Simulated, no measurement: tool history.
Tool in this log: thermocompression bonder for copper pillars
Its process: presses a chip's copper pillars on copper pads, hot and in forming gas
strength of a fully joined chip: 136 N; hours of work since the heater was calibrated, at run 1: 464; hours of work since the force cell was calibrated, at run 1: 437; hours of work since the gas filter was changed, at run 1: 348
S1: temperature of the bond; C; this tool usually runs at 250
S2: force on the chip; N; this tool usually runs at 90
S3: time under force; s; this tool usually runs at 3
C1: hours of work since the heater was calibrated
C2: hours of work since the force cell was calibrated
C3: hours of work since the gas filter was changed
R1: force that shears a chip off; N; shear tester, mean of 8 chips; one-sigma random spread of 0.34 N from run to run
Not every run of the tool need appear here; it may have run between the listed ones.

| run | hour | S1 | S2 | S3 | C1 | C2 | C3 | R1 |
|---|---|---|---|---|---|---|---|---|
| 1 | 0 | 250 | 90 | 3 | 464 | 437 | 348 | 56.7 |
| 2 | 12.2 | 250 | 90 | 3 | 473 | 446 | 357 | 56.5 |
| 3 | 25.7 | 250 | 90 | 3 | 483 | 456 | 367 | 56.8 |
| 4 | 38.5 | 250 | 90 | 3 | 493 | 465 | 377 | 56.5 |
| 5 | 51.8 | 250 | 90 | 3 | 502 | 475 | 387 | 56.5 |
| 6 | 58.5 | 233 | 90 | 3 | 507 | 480 | 392 | 44.4 |
| 7 | 66.1 | 250 | 90 | 3 | 513 | 486 | 398 | 56.3 |
| 8 | 73.6 | 250 | 90 | 3 | 519 | 491 | 403 | 56.3 |
| 9 | 83.5 | 250 | 90 | 3 | 526 | 499 | 410 | 57.1 |
| 10 | 98.1 | 250 | 90 | 3 | 537 | 510 | 421 | 56.8 |
| 11 | 106.6 | 250 | 90 | 3 | 543 | 516 | 428 | 56.4 |
| 12 | 115.2 | 250 | 90 | 3 | 550 | 522 | 434 | 56.5 |
|  | 117.9 | force cell calibrated |
| 13 | 126.8 | 258 | 90 | 3 | 557 | 7 | 442 | 63.1 |
| 14 | 140.4 | 258 | 90 | 3 | 567 | 17 | 452 | 62.5 |
| 15 | 149.9 | 244 | 104 | 3 | 574 | 24 | 459 | 59.1 |
| 16 | 161.8 | 244 | 104 | 3 | 583 | 33 | 468 | 59.5 |
|  | 164.3 | force cell calibrated, once more |
| 17 | 174.8 | 264 | 69 | 4 | 592 | 8 | 476 | 58.3 |
| 18 | 181.3 | 264 | 77 | 3 | 597 | 13 | 481 | 56.8 |
| 19 | 192.1 | 264 | 77 | 3 | 605 | 21 | 489 | 57.1 |
|  | 199.1 | forming gas filter changed |
| 20 | 202.3 | 264 | 77 | 3 | 612 | 28 | 2 | 61.8 |
| 21 | 208.4 | 250 | 120 | 5 | 616 | 32 | 7 | 88.1 |
| 22 | 219.9 | 250 | 120 | 5 | 625 | 41 | 16 | 89.3 |
| 23 | 226.6 | 264 | 56 | 8 | 630 | 46 | 20 | 67.7 |
| 24 | 235 | 222 | 64 | 3 | 636 | 52 | 27 | 27.5 |
| 25 | 245.1 | 222 | 64 | 3 | 644 | 60 | 34 | 27.6 |
| 26 | 253.4 | 250 | 100 | 3 | 650 | 66 | 40 | 65.7 |
| 27 | 263.3 | 223 | 100 | 7 | 657 | 73 | 48 | 61.7 |

5 options for the next run, each taken on its own from the tool as it stands now. Forecast them:
| A | 277.7 | 250 | 63 | 2 | 668 | 84 | 58 | ? |
| B | 277.7 | 234 | 78 | 3 | 668 | 84 | 58 | ? |
| C | 277.7 | 232 | 78 | 3 | 668 | 84 | 58 | ? |
| D | 277.7 | 252 | 130 | 7 | 668 | 84 | 58 | ? |
| E | 277.7 | 229 | 62 | 2 | 668 | 84 | 58 | ? |

| run | R1 |
|---|---|
| A | 35.9 |
| B | 41.2 |
| C | 39.8 |
| D | 102.7 |
| E | 25.1 |
Had the tool no hidden state, the same runs would have come out as:
| run | R1 |
|---|---|
| A | 33.5 |
| B | 38.4 |
| C | 37 |
| D | 99.5 |
| E | 23.2 |

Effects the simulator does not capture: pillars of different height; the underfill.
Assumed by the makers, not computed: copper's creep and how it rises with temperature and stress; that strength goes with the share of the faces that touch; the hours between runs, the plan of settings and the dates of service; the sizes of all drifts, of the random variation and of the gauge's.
